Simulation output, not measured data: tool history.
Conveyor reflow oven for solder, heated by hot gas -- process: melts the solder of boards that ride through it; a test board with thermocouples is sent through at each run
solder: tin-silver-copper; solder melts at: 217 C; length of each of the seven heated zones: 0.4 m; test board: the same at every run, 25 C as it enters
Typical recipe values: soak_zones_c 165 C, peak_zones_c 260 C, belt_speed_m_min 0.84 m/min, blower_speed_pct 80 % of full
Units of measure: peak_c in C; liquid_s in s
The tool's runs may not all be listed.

| run | hour | soak_zones_c | peak_zones_c | belt_speed_m_min | blower_speed_pct | peak_c | liquid_s |
|---|---|---|---|---|---|---|---|
| 1 | 0 | 165 | 260 | 0.84 | 80 | 245.2 | 37.9 |
| 2 | 31.7 | 166 | 260 | 0.84 | 80 | 245.1 | 38.1 |
| 3 | 56.4 | 166 | 260 | 0.84 | 80 | 245.3 | 38 |
| 4 | 77.1 | 166 | 260 | 0.84 | 80 | 245.3 | 38.1 |
|  | 107.2 | flux residue cleaned out of gas plates and filters |
| 5 | 115.2 | 166 | 260 | 0.84 | 80 | 246.1 | 39.1 |
| 6 | 132.8 | 165 | 250 | 0.84 | 80 | 237.1 | 32.5 |
| 7 | 147.8 | 165 | 250 | 0.84 | 80 | 237.3 | 32.3 |
| 8 | 169.8 | 165 | 250 | 0.84 | 80 | 237.1 | 32.3 |
| 9 | 197.2 | 163 | 260 | 0.84 | 80 | 245.6 | 38 |
| 10 | 215.9 | 163 | 260 | 0.84 | 80 | 245.3 | 37.8 |
| 11 | 232.2 | 163 | 260 | 0.84 | 80 | 245.1 | 37.7 |
| 12 | 258.2 | 163 | 260 | 0.84 | 80 | 245 | 37.6 |
| 13 | 276.1 | 163 | 260 | 0.84 | 80 | 245.2 | 37.7 |
| 14 | 308.7 | 163 | 260 | 0.84 | 80 | 245 | 37.5 |
| 15 | 329 | 163 | 260 | 0.84 | 80 | 244.9 | 37.5 |
| 16 | 362.9 | 163 | 260 | 0.84 | 80 | 244.6 | 37.4 |
| 17 | 389.6 | 163 | 260 | 0.84 | 80 | 244.8 | 37.5 |
| 18 | 411.7 | 163 | 260 | 0.84 | 80 | 244.8 | 37.4 |
| 19 | 440.6 | 159 | 262 | 0.84 | 80 | 246.3 | 37.2 |
| 20 | 476.2 | 165 | 260 | 0.829 | 81 | 245.1 | 38.7 |
| 21 | 498.5 | 165 | 252 | 0.769 | 81 | 240 | 38.7 |
|  | 525.8 | flux residue cleaned out of gas plates and filters |
| 22 | 528.7 | 165 | 252 | 0.769 | 86 | 241.2 | 40.6 |
| 23 | 559.9 | 161 | 263 | 0.856 | 77 | 246.3 | 37.1 |
| 24 | 589.2 | 176 | 249 | 0.708 | 60 | 237.2 | 42.5 |
| 25 | 622.3 | 176 | 265 | 0.693 | 60 | 252.2 | 54.4 |
| 26 | 644 | 179 | 260 | 0.84 | 80 | 247 | 43.1 |
| 27 | 669.5 | 173 | 271 | 0.84 | 59 | 250.7 | 42.5 |
|  | 702.1 | belt drive overhauled, speed set with a stopwatch |
| 28 | 702.1 | 165 | 271 | 0.86 | 59 | 247.3 | 36.2 |
| 29 | 731.5 | 165 | 273 | 0.921 | 80 | 252.8 | 37 |
| 30 | 754.9 | 165 | 273 | 0.921 | 80 | 252.6 | 37.3 |
| 31 | 785.6 | 165 | 273 | 0.921 | 80 | 252.8 | 37.1 |

Some steps in peak_c between neighbouring runs. How much of each would the tool show without its hidden state too (settings, what came in, random variation), and how much is left for the hidden state, with any gauge scatter that isn't in both results?
Hidden state at play: heat that the gas passes to the board, % of a clean oven's; belt's true speed, % of the reading; true gas temperature in zones 6 and 7 over the reading, C; drift of the gauge itself on peak_c, C; drift of the gauge itself on liquid_s, %.
Run 4 -> 5: flux residue cleaned out of gas plates and filters. peak_c +0.8 C: hidden state +1, all else -0.2.
Run 5 -> 6: soak_zones_c 166 -> 165, peak_zones_c 260 -> 250. peak_c -9 C: hidden state -0.1, all else -8.9.
Run 21 -> 22: blower_speed_pct 81 -> 86, flux residue cleaned out of gas plates and filters. peak_c +1.2 C: hidden state +0.5, all else +0.7.
Run 23 -> 24: soak_zones_c 161 -> 176, peak_zones_c 263 -> 249, belt_speed_m_min 0.856 -> 0.708, blower_speed_pct 77 -> 60. peak_c -9.1 C: hidden state +0, all else -9.1.
Run 24 -> 25: peak_zones_c 249 -> 265, belt_speed_m_min 0.708 -> 0.693. peak_c +15 C: hidden state -0.1, all else +15.1.
Run 27 -> 28: soak_zones_c 173 -> 165, belt_speed_m_min 0.84 -> 0.86, belt drive overhauled, speed set with a stopwatch. peak_c -3.4 C: hidden state -0.9, all else -2.5.
